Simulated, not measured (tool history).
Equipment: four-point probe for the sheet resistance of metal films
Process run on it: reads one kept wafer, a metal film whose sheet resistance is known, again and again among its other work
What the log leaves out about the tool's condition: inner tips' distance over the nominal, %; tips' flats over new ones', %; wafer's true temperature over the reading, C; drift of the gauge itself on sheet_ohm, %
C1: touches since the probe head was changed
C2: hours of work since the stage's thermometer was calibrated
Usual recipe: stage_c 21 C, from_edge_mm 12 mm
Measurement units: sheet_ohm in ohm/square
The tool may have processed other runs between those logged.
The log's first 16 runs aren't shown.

{"run": 17, "day": 12.675, "stage_c": 35, "from_edge_mm": 62, "C1": 97776, "C2": 500, "sheet_ohm": 0.105522}
{"run": 18, "day": 13.508, "stage_c": 35, "from_edge_mm": 62, "C1": 98327, "C2": 508, "sheet_ohm": 0.105505}
{"run": 19, "day": 13.971, "stage_c": 19, "from_edge_mm": 12, "C1": 98633, "C2": 513, "sheet_ohm": 0.106873}
{"day": 14.588, "done": "new probe head fitted"}
{"run": 20, "day": 14.708, "stage_c": 23, "from_edge_mm": 18, "C1": 81, "C2": 520, "sheet_ohm": 0.106485}
{"run": 21, "day": 15.517, "stage_c": 30, "from_edge_mm": 12, "C1": 617, "C2": 528, "sheet_ohm": 0.106018}
{"run": 22, "day": 16.142, "stage_c": 21, "from_edge_mm": 23, "C1": 1029, "C2": 534, "sheet_ohm": 0.106588}
{"run": 23, "day": 17.138, "stage_c": 21, "from_edge_mm": 23, "C1": 1688, "C2": 543, "sheet_ohm": 0.106607}
{"run": 24, "day": 18.083, "stage_c": 35, "from_edge_mm": 5, "C1": 2315, "C2": 553, "sheet_ohm": 0.106431}
{"run": 25, "day": 18.658, "stage_c": 28, "from_edge_mm": 21, "C1": 2694, "C2": 558, "sheet_ohm": 0.106059}
{"run": 26, "day": 19.15, "stage_c": 29, "from_edge_mm": 5, "C1": 3021, "C2": 563, "sheet_ohm": 0.106869}
{"run": 27, "day": 19.612, "stage_c": 29, "from_edge_mm": 5, "C1": 3326, "C2": 568, "sheet_ohm": 0.106811}
{"run": 28, "day": 20.242, "stage_c": 27, "from_edge_mm": 8, "C1": 3744, "C2": 574, "sheet_ohm": 0.106428}
{"run": 29, "day": 20.946, "stage_c": 22, "from_edge_mm": 14, "C1": 4209, "C2": 581, "sheet_ohm": 0.106607}
{"run": 30, "day": 21.629, "stage_c": 22, "from_edge_mm": 14, "C1": 4661, "C2": 587, "sheet_ohm": 0.106584}
{"run": 31, "day": 22.671, "stage_c": 26, "from_edge_mm": 8, "C1": 5351, "C2": 598, "sheet_ohm": 0.106535}
{"run": 32, "day": 23.267, "stage_c": 24, "from_edge_mm": 8, "C1": 5745, "C2": 603, "sheet_ohm": 0.106666}
{"run": 33, "day": 24.058, "stage_c": 22, "from_edge_mm": 12, "C1": 6270, "C2": 611, "sheet_ohm": 0.106639}
{"run": 34, "day": 24.788, "stage_c": 24, "from_edge_mm": 4, "C1": 6751, "C2": 618, "sheet_ohm": 0.107751}
{"run": 35, "day": 25.712, "stage_c": 24, "from_edge_mm": 4, "C1": 7365, "C2": 627, "sheet_ohm": 0.107702}
{"run": 36, "day": 26.646, "stage_c": 29, "from_edge_mm": 12, "C1": 7981, "C2": 636, "sheet_ohm": 0.106101}

Branching from run 36: 5 alternative next runs. What would each branch give?
{"run": "A", "day": 27.125, "stage_c": 21, "from_edge_mm": 9, "C1": 8299, "C2": 641, "sheet_ohm": "?"}
{"run": "B", "day": 27.125, "stage_c": 22, "from_edge_mm": 11, "C1": 8299, "C2": 641, "sheet_ohm": "?"}
{"run": "C", "day": 27.125, "stage_c": 21, "from_edge_mm": 40, "C1": 8299, "C2": 641, "sheet_ohm": "?"}
{"run": "D", "day": 27.125, "stage_c": 21, "from_edge_mm": 7, "C1": 8299, "C2": 641, "sheet_ohm": "?"}
{"run": "E", "day": 27.125, "stage_c": 30, "from_edge_mm": 5, "C1": 8299, "C2": 641, "sheet_ohm": "?"}

run=A sheet_ohm=0.106862
run=B sheet_ohm=0.1067
run=C sheet_ohm=0.106597
run=D sheet_ohm=0.107071
run=E sheet_ohm=0.106841
With the hidden condition removed and each run's random variation left untouched, the same runs would have given:
run=A sheet_ohm=0.106865
run=B sheet_ohm=0.106703
run=C sheet_ohm=0.106601
run=D sheet_ohm=0.107075
run=E sheet_ohm=0.106845

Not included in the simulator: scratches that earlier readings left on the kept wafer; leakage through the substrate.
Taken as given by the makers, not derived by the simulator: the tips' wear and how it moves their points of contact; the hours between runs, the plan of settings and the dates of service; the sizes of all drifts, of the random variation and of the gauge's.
